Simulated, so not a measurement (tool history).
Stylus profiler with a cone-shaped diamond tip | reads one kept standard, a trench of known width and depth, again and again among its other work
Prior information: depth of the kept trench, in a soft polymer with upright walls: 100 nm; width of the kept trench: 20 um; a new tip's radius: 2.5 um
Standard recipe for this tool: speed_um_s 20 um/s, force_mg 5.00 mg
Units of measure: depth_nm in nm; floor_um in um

Run 1, hour 0.0: usual settings. Result: depth_nm 101.55 nm, floor_um 18.50 um.
Run 2, hour 18.0: usual settings but force_mg 4.46 mg. Result: depth_nm 101.43 nm, floor_um 18.49 um.
Run 3, hour 30.5: usual settings. Result: depth_nm 101.55 nm, floor_um 18.46 um.
Run 4, hour 47.1: usual settings but speed_um_s 18 um/s. Result: depth_nm 101.63 nm, floor_um 18.52 um.
Run 5, hour 70.7: usual settings. Result: depth_nm 101.62 nm, floor_um 18.55 um.
Run 6, hour 87.4: usual settings but speed_um_s 76 um/s. Result: depth_nm 101.64 nm, floor_um 18.33 um.
Run 7, hour 98.0: usual settings but speed_um_s 8 um/s. Result: depth_nm 101.56 nm, floor_um 18.56 um.
Run 8, hour 119.1: usual settings but speed_um_s 8 um/s. Result: depth_nm 101.59 nm, floor_um 18.51 um.
Run 9, hour 135.0: usual settings but speed_um_s 8 um/s, force_mg 3.40 mg. Result: depth_nm 101.26 nm, floor_um 18.58 um.
Run 10, hour 151.2: usual settings but speed_um_s 8 um/s, force_mg 3.40 mg. Result: depth_nm 101.21 nm, floor_um 18.58 um.
Run 11, hour 176.2: usual settings but speed_um_s 8 um/s, force_mg 3.40 mg. Result: depth_nm 101.22 nm, floor_um 18.51 um.
Run 12, hour 193.2: usual settings but speed_um_s 8 um/s, force_mg 3.40 mg. Result: depth_nm 101.22 nm, floor_um 18.55 um.

Run 13, settings as shown, results not yet in. Your forecast:
Run 13, hour 211.6: usual settings but speed_um_s 8 um/s, force_mg 3.40 mg. Result: depth_nm ?, floor_um ?.

For run 13 the tool returned depth_nm 101.23 nm, floor_um 18.55 um.
Were there no unlogged condition in the tool, this run, its random variation unchanged, would have produced depth_nm 101.23 nm, floor_um 18.56 um.
